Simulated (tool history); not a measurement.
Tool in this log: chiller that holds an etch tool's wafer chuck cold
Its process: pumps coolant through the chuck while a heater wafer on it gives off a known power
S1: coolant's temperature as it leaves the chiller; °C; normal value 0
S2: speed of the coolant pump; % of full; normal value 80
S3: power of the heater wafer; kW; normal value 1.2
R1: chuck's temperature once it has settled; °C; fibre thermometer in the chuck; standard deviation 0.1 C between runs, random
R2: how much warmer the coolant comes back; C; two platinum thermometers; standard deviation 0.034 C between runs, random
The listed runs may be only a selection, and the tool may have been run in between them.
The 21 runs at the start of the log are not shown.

run	hour	S1	S2	S3	R1	R2
# hour 2855.8: coolant pump overhauled
22	2885	1	78	1.463	15	6.54
23	3048.1	0	94	0.854	7	3.26
24	3201.1	4	94	1.545	16.5	5.74
25	3295.3	1	80	1.101	11.3	4.85
26	3406.1	8	71	1.014	18.5	5.04
27	3537.8	8	71	1.014	18.4	5.06
28	3657.6	8	71	1.014	18.3	5.04
29	3747	8	71	1.014	18.5	5.08
# hour 3799.3: chiller's thermometer calibrated
30	3875.1	8	71	1.014	18.4	5.07
31	3997.1	2	97	1.014	10.1	3.78
# hour 4052.6: coolant changed, channels flushed
32	4090.3	-10	68	1.376	4.7	7.07

4 ways to go on from here, each from the tool as it stands after run 32. What would each give?
A	4240.3	-10	84	1.376	?	?
B	4240.3	-5	80	1.2	?	?
C	4240.3	0	75	1.022	?	?
D	4240.3	-5	60	1.2	?	?

run	R1	R2
A	2.2	5.75
B	6.2	5.29
C	10.3	4.86
D	9.2	7
Without the tool's hidden state the same runs would have given:
run	R1	R2
A	2.2	5.57
B	6.2	5.12
C	10.2	4.68
D	9.2	6.83
